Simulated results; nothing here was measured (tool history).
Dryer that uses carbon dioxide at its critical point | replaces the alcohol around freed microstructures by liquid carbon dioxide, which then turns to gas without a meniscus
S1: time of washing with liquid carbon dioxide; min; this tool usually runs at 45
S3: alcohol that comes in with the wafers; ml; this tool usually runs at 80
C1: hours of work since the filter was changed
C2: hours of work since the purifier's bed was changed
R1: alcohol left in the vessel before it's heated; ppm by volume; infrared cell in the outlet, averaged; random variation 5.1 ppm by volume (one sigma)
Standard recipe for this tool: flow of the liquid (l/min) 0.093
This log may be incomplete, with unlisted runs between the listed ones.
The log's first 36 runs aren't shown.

Run 37, hour 1035.4: usual settings but S1 37 min, flow of the liquid (l/min) 0.1337, S3 20 ml; C1 243; C2 503. Result: R1 58 ppm by volume.
Run 38, hour 1058.3: usual settings but S1 37 min, flow of the liquid (l/min) 0.1337, S3 20 ml; C1 261; C2 521. Result: R1 63 ppm by volume.
At hour 1088.7: purifier's bed changed.
Run 39, hour 1089.4: usual settings but S1 59 min, flow of the liquid (l/min) 0.097; C1 283; C2 1. Result: R1 27 ppm by volume.
Run 40, hour 1122.6: usual settings but S1 44 min, S3 23 ml; C1 309; C2 26. Result: R1 83 ppm by volume.
At hour 1126.5: inlet filter changed.
Run 41, hour 1150.9: usual settings but S1 71 min, flow of the liquid (l/min) 0.0958; C1 19; C2 48. Result: R1 3 ppm by volume.
Run 42, hour 1189.6: usual settings but S1 51 min, flow of the liquid (l/min) 0.1124, S3 45 ml; C1 49; C2 78. Result: R1 9 ppm by volume.
Run 43, hour 1215.6: usual settings but flow of the liquid (l/min) 0.148, S3 38 ml; C1 69; C2 98. Result: R1 14 ppm by volume.
Run 44, hour 1245.9: usual settings but S1 68 min, flow of the liquid (l/min) 0.0625, S3 22 ml; C1 93; C2 122. Result: R1 23 ppm by volume.
Run 45, hour 1283.6: usual settings but S1 64 min; C1 122; C2 151. Result: R1 16 ppm by volume.
Run 46, hour 1300.4: usual settings but flow of the liquid (l/min) 0.0765, S3 54 ml; C1 135; C2 164. Result: R1 272 ppm by volume.

Each row is a separate what-if for the run after 46, all from the same tool condition, not one after another. Results?
Run A, hour 1334: usual settings but flow of the liquid (l/min) 0.0765, S3 81 ml; C1 162; C2 190. Result: R1 ?.
Run B, hour 1334: usual settings but S1 30 min, S3 84 ml; C1 162; C2 190. Result: R1 ?.
Run C, hour 1334: usual settings but S1 53 min, flow of the liquid (l/min) 0.0905, S3 28 ml; C1 162; C2 190. Result: R1 ?.

run    R1
  A   440
  B  1380
  C    40
What these runs would have given with no unlogged condition in the tool:
run   R1
  A  231
  B  828
  C   16

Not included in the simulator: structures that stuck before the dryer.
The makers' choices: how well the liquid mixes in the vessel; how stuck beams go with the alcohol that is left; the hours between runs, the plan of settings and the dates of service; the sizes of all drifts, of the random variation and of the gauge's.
